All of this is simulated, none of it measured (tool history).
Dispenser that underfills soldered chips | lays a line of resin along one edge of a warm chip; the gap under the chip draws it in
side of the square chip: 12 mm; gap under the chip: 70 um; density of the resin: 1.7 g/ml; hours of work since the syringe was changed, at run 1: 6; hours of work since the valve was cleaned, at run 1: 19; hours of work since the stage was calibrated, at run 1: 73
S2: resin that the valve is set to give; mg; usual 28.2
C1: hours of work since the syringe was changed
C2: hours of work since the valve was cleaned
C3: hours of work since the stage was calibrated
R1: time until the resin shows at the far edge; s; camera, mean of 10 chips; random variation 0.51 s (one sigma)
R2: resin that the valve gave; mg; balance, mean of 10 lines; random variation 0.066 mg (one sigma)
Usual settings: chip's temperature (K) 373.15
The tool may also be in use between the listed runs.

{"run": 1, "hour": 0.0, "chip's temperature (K)": 373.15, "S2": 28.2, "C1": 6, "C2": 19, "C3": 73, "R1": 65.2, "R2": 27.8}
{"run": 2, "hour": 6.8, "chip's temperature (K)": 373.15, "S2": 28.2, "C1": 10, "C2": 24, "C3": 77, "R1": 93.9, "R2": 27.79}
{"hour": 9.7, "done": "new syringe of resin"}
{"run": 3, "hour": 13.9, "chip's temperature (K)": 373.15, "S2": 28.2, "C1": 3, "C2": 28, "C3": 81, "R1": 51.5, "R2": 27.62}
{"run": 4, "hour": 19.5, "chip's temperature (K)": 373.15, "S2": 28.2, "C1": 6, "C2": 31, "C3": 85, "R1": 68.3, "R2": 27.55}
{"hour": 28.0, "done": "new syringe of resin"}
{"run": 5, "hour": 29.3, "chip's temperature (K)": 373.15, "S2": 28.2, "C1": 1, "C2": 37, "C3": 91, "R1": 43.5, "R2": 27.38}
{"run": 6, "hour": 33.6, "chip's temperature (K)": 373.15, "S2": 28.2, "C1": 3, "C2": 40, "C3": 93, "R1": 53.3, "R2": 27.44}
{"run": 7, "hour": 40.9, "chip's temperature (K)": 373.15, "S2": 28.2, "C1": 8, "C2": 45, "C3": 98, "R1": 79.5, "R2": 27.27}
{"hour": 46.4, "done": "new syringe of resin"}
{"run": 8, "hour": 49.0, "chip's temperature (K)": 373.15, "S2": 28.6, "C1": 2, "C2": 50, "C3": 103, "R1": 46.5, "R2": 27.63}
{"run": 9, "hour": 54.2, "chip's temperature (K)": 373.15, "S2": 28.6, "C1": 5, "C2": 53, "C3": 106, "R1": 61.5, "R2": 27.51}
{"run": 10, "hour": 59.2, "chip's temperature (K)": 373.15, "S2": 28.6, "C1": 8, "C2": 56, "C3": 109, "R1": 80.2, "R2": 27.41}
{"hour": 64.8, "done": "new syringe of resin"}
{"run": 11, "hour": 69.4, "chip's temperature (K)": 379.15, "S2": 33.7, "C1": 3, "C2": 62, "C3": 116, "R1": 39.5, "R2": 32.16}
{"hour": 71.5, "done": "dispensing valve cleaned and set on the balance"}
{"run": 12, "hour": 75.5, "chip's temperature (K)": 379.15, "S2": 33.7, "C1": 6, "C2": 2, "C3": 119, "R1": 51.4, "R2": 33.67}
{"run": 13, "hour": 82.0, "chip's temperature (K)": 373.15, "S2": 29.1, "C1": 10, "C2": 7, "C3": 123, "R1": 95.9, "R2": 28.97}
{"hour": 83.9, "done": "new syringe of resin"}
{"run": 14, "hour": 92.0, "chip's temperature (K)": 373.15, "S2": 29.1, "C1": 5, "C2": 13, "C3": 129, "R1": 61.8, "R2": 28.95}
{"run": 15, "hour": 96.7, "chip's temperature (K)": 370.15, "S2": 25, "C1": 8, "C2": 16, "C3": 132, "R1": 94, "R2": 24.81}
{"hour": 102.2, "done": "new syringe of resin"}
{"run": 16, "hour": 106.2, "chip's temperature (K)": 367.15, "S2": 33.2, "C1": 3, "C2": 21, "C3": 138, "R1": 63.6, "R2": 32.72}
{"run": 17, "hour": 113.0, "chip's temperature (K)": 364.15, "S2": 30.1, "C1": 7, "C2": 26, "C3": 142, "R1": 106, "R2": 29.58}
{"hour": 120.9, "done": "new syringe of resin"}
{"run": 18, "hour": 121.3, "chip's temperature (K)": 363.15, "S2": 29.3, "C1": 0, "C2": 31, "C3": 147, "R1": 62.9, "R2": 28.83}

5 ways to go on from here, each from the tool as it stands after run 18. What would each give?
{"run": "A", "hour": 127.4, "chip's temperature (K)": 363.15, "S2": 28.2, "C1": 4, "C2": 35, "C3": 151, "R1": "?", "R2": "?"}
{"run": "B", "hour": 127.4, "chip's temperature (K)": 376.15, "S2": 33, "C1": 4, "C2": 35, "C3": 151, "R1": "?", "R2": "?"}
{"run": "C", "hour": 127.4, "chip's temperature (K)": 388.15, "S2": 31.4, "C1": 4, "C2": 35, "C3": 151, "R1": "?", "R2": "?"}
{"run": "D", "hour": 127.4, "chip's temperature (K)": 383.15, "S2": 28.4, "C1": 4, "C2": 35, "C3": 151, "R1": "?", "R2": "?"}
{"run": "E", "hour": 127.4, "chip's temperature (K)": 369.15, "S2": 27.7, "C1": 4, "C2": 35, "C3": 151, "R1": "?", "R2": "?"}

run=A R1=87.3 R2=27.53
run=B R1=47.7 R2=32.24
run=C R1=28.7 R2=30.79
run=D R1=36.1 R2=27.66
run=E R1=65.9 R2=27.11
Without the tool's hidden state the same runs would have given:
run=A R1=65.1 R2=28.19
run=B R1=35.4 R2=33.02
run=C R1=21.3 R2=31.52
run=D R1=26.8 R2=28.32
run=E R1=49 R2=27.76
